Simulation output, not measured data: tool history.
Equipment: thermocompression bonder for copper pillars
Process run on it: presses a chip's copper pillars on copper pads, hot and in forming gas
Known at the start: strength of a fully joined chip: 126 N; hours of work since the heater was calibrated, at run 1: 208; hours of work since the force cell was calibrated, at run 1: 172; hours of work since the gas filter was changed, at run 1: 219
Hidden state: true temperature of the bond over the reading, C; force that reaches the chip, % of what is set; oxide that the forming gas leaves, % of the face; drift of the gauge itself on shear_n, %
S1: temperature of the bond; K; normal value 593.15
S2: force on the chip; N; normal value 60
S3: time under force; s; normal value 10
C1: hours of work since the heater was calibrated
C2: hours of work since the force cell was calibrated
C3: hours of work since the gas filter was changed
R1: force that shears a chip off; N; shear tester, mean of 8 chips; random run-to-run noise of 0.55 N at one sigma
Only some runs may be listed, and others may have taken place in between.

| run | hour | S1 | S2 | S3 | C1 | C2 | C3 | R1 |
|---|---|---|---|---|---|---|---|---|
| 1 | 0.0 | 593.15 | 60 | 10 | 208 | 172 | 219 | 49.6 |
| 2 | 9.7 | 593.15 | 60 | 10 | 212 | 176 | 223 | 49.0 |
| 3 | 18.2 | 574.15 | 60 | 10 | 216 | 180 | 226 | 38.1 |
| 4 | 26.3 | 574.15 | 60 | 10 | 219 | 183 | 230 | 37.7 |
| 5 | 35.4 | 593.15 | 60 | 10 | 223 | 187 | 234 | 49.4 |
| 6 | 44.0 | 599.15 | 60 | 10 | 227 | 191 | 237 | 52.3 |
| 7 | 50.9 | 593.15 | 60 | 5 | 230 | 194 | 240 | 36.8 |
| 8 | 62.3 | 593.15 | 60 | 10 | 234 | 199 | 245 | 48.5 |
| 9 | 79.1 | 593.15 | 60 | 10 | 242 | 206 | 252 | 47.5 |
| 10 | 86.0 | 593.15 | 60 | 10 | 244 | 209 | 255 | 48.4 |
| 11 | 102.7 | 593.15 | 44 | 10 | 251 | 216 | 262 | 37.7 |
| 12 | 116.3 | 593.15 | 43 | 10 | 257 | 221 | 268 | 35.7 |
| 13 | 128.4 | 593.15 | 60 | 27 | 262 | 226 | 273 | 67.9 |
|  | 133.4 | forming gas filter changed |
| 14 | 135.7 | 593.15 | 60 | 27 | 265 | 229 | 1 | 74.9 |
| 15 | 150.7 | 582.15 | 60 | 9 | 271 | 236 | 7 | 44.3 |
| 16 | 163.3 | 618.15 | 81 | 7 | 277 | 241 | 13 | 77.1 |
| 17 | 173.2 | 597.15 | 60 | 10 | 281 | 245 | 17 | 55.9 |
| 18 | 186.4 | 585.15 | 38 | 10 | 286 | 250 | 22 | 32.3 |
| 19 | 197.2 | 612.15 | 40 | 23 | 291 | 255 | 27 | 64.8 |
| 20 | 208.1 | 612.15 | 81 | 27 | 296 | 260 | 31 | 100.7 |
| 21 | 219.9 | 612.15 | 81 | 27 | 300 | 265 | 36 | 100.8 |
| 22 | 231.4 | 611.15 | 42 | 5 | 305 | 269 | 41 | 36.9 |
| 23 | 238.8 | 577.15 | 59 | 6 | 308 | 273 | 44 | 35.3 |
| 24 | 252.5 | 613.15 | 64 | 6 | 314 | 278 | 50 | 58.8 |
| 25 | 263.2 | 612.15 | 41 | 6 | 319 | 283 | 55 | 40.1 |
| 26 | 273.4 | 566.15 | 45 | 14 | 323 | 287 | 59 | 32.1 |

Branching from run 26: 5 alternative next runs. What would each branch give?
| A | 288.6 | 594.15 | 84 | 10 | 329 | 293 | 65 | ? |
| B | 288.6 | 586.15 | 84 | 7 | 329 | 293 | 65 | ? |
| C | 288.6 | 589.15 | 40 | 14 | 329 | 293 | 65 | ? |
| D | 288.6 | 593.15 | 71 | 10 | 329 | 293 | 65 | ? |
| E | 288.6 | 603.15 | 60 | 10 | 329 | 293 | 65 | ? |

| run | R1 |
|---|---|
| A | 69.7 |
| B | 55.4 |
| C | 41.4 |
| D | 60.2 |
| E | 59.5 |
Stripped of hidden state, with their random variation kept, the same runs would have yielded:
| run | R1 |
|---|---|
| A | 68.4 |
| B | 54.0 |
| C | 40.1 |
| D | 58.9 |
| E | 58.2 |
